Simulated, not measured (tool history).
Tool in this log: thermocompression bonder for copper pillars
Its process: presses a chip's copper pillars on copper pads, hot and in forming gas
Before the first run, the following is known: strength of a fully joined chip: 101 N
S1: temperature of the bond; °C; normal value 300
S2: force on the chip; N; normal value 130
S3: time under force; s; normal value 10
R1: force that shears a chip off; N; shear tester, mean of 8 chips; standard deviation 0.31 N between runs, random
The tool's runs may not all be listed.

run	hour	S1	S2	S3	R1
1	0	300	130	10	64.3
2	29.3	300	130	10	64.1
# hour 46.7: forming gas filter changed
3	55	300	130	10	69.5
4	78.8	300	130	10	69.4
5	115	300	130	13	73.8
6	164.1	300	130	10	68
7	196.4	300	130	10	68.1
8	218.4	300	130	10	68.5
9	247	300	130	6	58.6
10	298.4	300	130	6	58.4
11	326.2	300	130	10	67.9
12	366.8	300	130	10	67.1
13	415.2	300	130	10	66
14	445.7	322	130	10	74.9
15	483.3	322	130	10	74.8
16	510.7	300	188	10	73.5
17	537.7	300	130	10	65.9
18	579.2	300	130	10	65
19	632.3	300	95	29	74.6
# hour 650.6: forming gas filter changed
20	657.1	300	130	22	83.3
21	702.4	271	130	22	69.7
# hour 707.7: heater calibrated with a thermocouple chip
22	734.9	271	130	22	70.4
23	771	297	90	7	53.5
24	798.8	318	90	10	68.5
25	835.5	299	120	25	81.7
26	878.2	299	141	25	85.5
27	909.1	299	141	25	84.9
# hour 944.4: heater calibrated with a thermocouple chip, once more
28	949.7	307	83	10	59.2
29	1001	274	147	11	58.9
30	1029.8	274	147	11	58.8
31	1061.7	274	147	11	58.6
32	1086.9	274	147	11	58.1
33	1115	309	130	6	61.1
34	1162.6	313	130	24	82.4

Below are 4 alternative next runs, each starting from the tool's condition after run 34. Predict each:
A	1184.5	286	86	25	?
B	1184.5	286	151	5	?
C	1184.5	305	130	24	?
D	1184.5	300	130	6	?

run	R1
A	64.3
B	50.4
C	80.2
D	56.1
Without the tool's hidden state the same runs would have given:
run	R1
A	67.7
B	52.8
C	85.3
D	58.9

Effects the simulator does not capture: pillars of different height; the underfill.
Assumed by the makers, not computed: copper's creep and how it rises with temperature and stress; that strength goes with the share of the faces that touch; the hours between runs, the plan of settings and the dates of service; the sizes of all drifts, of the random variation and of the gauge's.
